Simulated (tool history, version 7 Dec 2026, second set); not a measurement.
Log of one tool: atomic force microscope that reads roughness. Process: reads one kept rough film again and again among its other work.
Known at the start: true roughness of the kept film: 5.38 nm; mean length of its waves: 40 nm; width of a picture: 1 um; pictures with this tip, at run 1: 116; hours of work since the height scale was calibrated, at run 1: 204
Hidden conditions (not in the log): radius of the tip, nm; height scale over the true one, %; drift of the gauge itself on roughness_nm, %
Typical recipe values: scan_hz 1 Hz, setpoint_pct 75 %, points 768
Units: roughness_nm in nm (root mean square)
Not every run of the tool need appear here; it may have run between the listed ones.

run   hour  scan_hz  setpoint_pct  points  pictures with this tip  hours of work since the height scale was calibrated  roughness_nm
  1      0        1            75     768                     116                                                  204         3.725
  2    9.5        1            75     768                     124                                                  209         3.688
  3   26.8        1            75     967                     138                                                  218         3.607
  4   38.7        1            85     768                     148                                                  224         3.375
      40.5  -- new tip fitted
  5   53.5        1            75     575                      11                                                  231         4.339
  6   72.5        1            75     350                      27                                                  240         4.186
  7   91.9        1            63     768                      43                                                  250         4.254
  8  100.7        1            75     768                      51                                                  254         4.089
  9    118        1            75     768                      65                                                  263         3.981
 10  135.4     1.44            75     768                      80                                                  271         3.787
 11  149.7     1.18            59     288                      92                                                  278         3.917
 12  170.3     1.58            82     291                     109                                                  289         3.406
 13  190.6      1.6            82     291                     126                                                  299         3.311
 14  201.9      1.6            89     385                     135                                                  304         3.116
 15  216.1     3.46            62     694                     147                                                  311         3.372

Below are 3 alternative next runs, each starting from the tool's condition after run 15. Predict each:
     218.4  -- new tip fitted
  A  235.2     1.73            72     444                      14                                                  320             ?
     218.4  -- new tip fitted
  B  235.2     0.72            63     637                      14                                                  320             ?
     218.4  -- new tip fitted
  C  235.2     0.67            75     768                      14                                                  320             ?

run  roughness_nm
  A         4.141
  B         4.532
  C          4.42
What these runs would have given with no unlogged condition in the tool:
run  roughness_nm
  A         4.242
  B         4.642
  C         4.527
